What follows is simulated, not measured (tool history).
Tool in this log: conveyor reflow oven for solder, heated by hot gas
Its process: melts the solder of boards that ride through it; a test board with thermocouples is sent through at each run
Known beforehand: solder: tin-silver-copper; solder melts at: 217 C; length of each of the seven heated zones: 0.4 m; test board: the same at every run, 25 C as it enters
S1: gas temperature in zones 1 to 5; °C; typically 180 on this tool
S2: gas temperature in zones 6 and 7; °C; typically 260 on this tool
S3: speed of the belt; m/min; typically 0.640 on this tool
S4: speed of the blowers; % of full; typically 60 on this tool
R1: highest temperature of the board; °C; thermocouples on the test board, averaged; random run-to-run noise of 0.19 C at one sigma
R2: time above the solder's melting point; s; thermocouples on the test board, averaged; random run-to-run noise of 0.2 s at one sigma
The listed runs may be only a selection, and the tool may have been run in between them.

{"run": 1, "hour": 0.0, "S1": 180, "S2": 260, "S3": 0.64, "S4": 60, "R1": 245.8, "R2": 53.0}
{"run": 2, "hour": 25.3, "S1": 180, "S2": 260, "S3": 0.64, "S4": 60, "R1": 245.5, "R2": 52.6}
{"run": 3, "hour": 54.4, "S1": 180, "S2": 260, "S3": 0.64, "S4": 60, "R1": 245.6, "R2": 52.6}
{"run": 4, "hour": 81.7, "S1": 180, "S2": 260, "S3": 0.64, "S4": 60, "R1": 245.1, "R2": 52.7}
{"run": 5, "hour": 105.7, "S1": 180, "S2": 260, "S3": 0.64, "S4": 60, "R1": 245.4, "R2": 52.5}
{"run": 6, "hour": 121.1, "S1": 187, "S2": 260, "S3": 0.64, "S4": 60, "R1": 246.9, "R2": 56.7}
{"run": 7, "hour": 137.0, "S1": 180, "S2": 260, "S3": 0.64, "S4": 60, "R1": 245.7, "R2": 52.3}
{"run": 8, "hour": 154.7, "S1": 183, "S2": 260, "S3": 0.64, "S4": 64, "R1": 246.9, "R2": 55.4}
{"run": 9, "hour": 179.1, "S1": 182, "S2": 256, "S3": 0.712, "S4": 60, "R1": 239.0, "R2": 40.9}
{"run": 10, "hour": 193.1, "S1": 182, "S2": 256, "S3": 0.568, "S4": 60, "R1": 245.7, "R2": 62.2}
{"run": 11, "hour": 210.4, "S1": 180, "S2": 258, "S3": 0.64, "S4": 59, "R1": 243.2, "R2": 50.4}
{"run": 12, "hour": 226.1, "S1": 189, "S2": 260, "S3": 0.64, "S4": 60, "R1": 247.3, "R2": 57.8}
{"run": 13, "hour": 250.9, "S1": 189, "S2": 260, "S3": 0.64, "S4": 60, "R1": 246.9, "R2": 58.1}

3 options for the next run, each taken on its own from the tool as it stands now. Forecast them:
{"run": "A", "hour": 266.9, "S1": 189, "S2": 275, "S3": 0.555, "S4": 60, "R1": "?", "R2": "?"}
{"run": "B", "hour": 266.9, "S1": 178, "S2": 260, "S3": 0.64, "S4": 60, "R1": "?", "R2": "?"}
{"run": "C", "hour": 266.9, "S1": 185, "S2": 264, "S3": 0.64, "S4": 86, "R1": "?", "R2": "?"}

run=A R1=264.5 R2=80.4
run=B R1=244.7 R2=51.2
run=C R1=254.1 R2=63.0
Without the tool's unlogged condition, the same runs would have read:
run=A R1=264.9 R2=80.1
run=B R1=245.9 R2=53.0
run=C R1=255.4 R2=64.2
